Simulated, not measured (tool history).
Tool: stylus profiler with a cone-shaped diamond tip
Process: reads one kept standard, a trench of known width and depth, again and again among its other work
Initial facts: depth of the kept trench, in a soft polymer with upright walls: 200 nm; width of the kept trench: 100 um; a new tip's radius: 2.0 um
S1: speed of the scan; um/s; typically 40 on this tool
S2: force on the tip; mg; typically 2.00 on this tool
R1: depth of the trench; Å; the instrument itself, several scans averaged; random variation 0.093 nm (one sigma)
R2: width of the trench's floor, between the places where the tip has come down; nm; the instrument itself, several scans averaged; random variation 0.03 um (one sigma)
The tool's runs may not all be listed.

run     day  S1    S2      R1     R2
  1   0.000  40  2.00  2029.9  97690
      0.708  -- height scale calibrated on a step standard
  2   2.667  40  2.00  2022.2  97650
  3   4.604  40  2.00  2022.7  97700
  4   5.917  40  2.00  2022.1  97690
  5   8.738  40  2.00  2020.8  97660
  6  11.854  40  2.00  2022.5  97680
  7  13.333  40  2.00  2022.9  97640
  8  16.412  40  2.00  2023.0  97650
  9  18.650  40  2.00  2021.8  97640
 10  21.221  40  2.00  2024.0  97620
 11  22.533  40  2.00  2023.4  97550
 12  25.296  40  2.00  2025.8  97610
 13  26.917  40  2.00  2024.4  97600
 14  29.200  40  2.00  2024.5  97640
 15  32.279  39  2.00  2025.3  97610
 16  35.512  39  2.00  2023.8  97590
 17  36.938  40  2.00  2024.7  97540
 18  39.808  40  2.00  2025.6  97610
 19  42.375  40  2.00  2025.1  97600
 20  44.621  40  2.06  2025.3  97580
 21  46.867  40  3.00  2031.5  97620
 22  49.783  40  3.00  2033.5  97650
 23  52.021  48  2.00  2025.4  97500
 24  54.383  48  2.00  2025.5  97560
 25  56.067  48  2.00  2025.2  97470
 26  59.229  95  1.71  2023.8  97180

Run 27 comes next. What will it give?
 27  61.658  117  1.01   ?   ?

R1: 2018.7 Å
R2: 96780 nm
Without the tool's hidden state the same run would have given R1 2014.1 Å, R2 97250 nm.
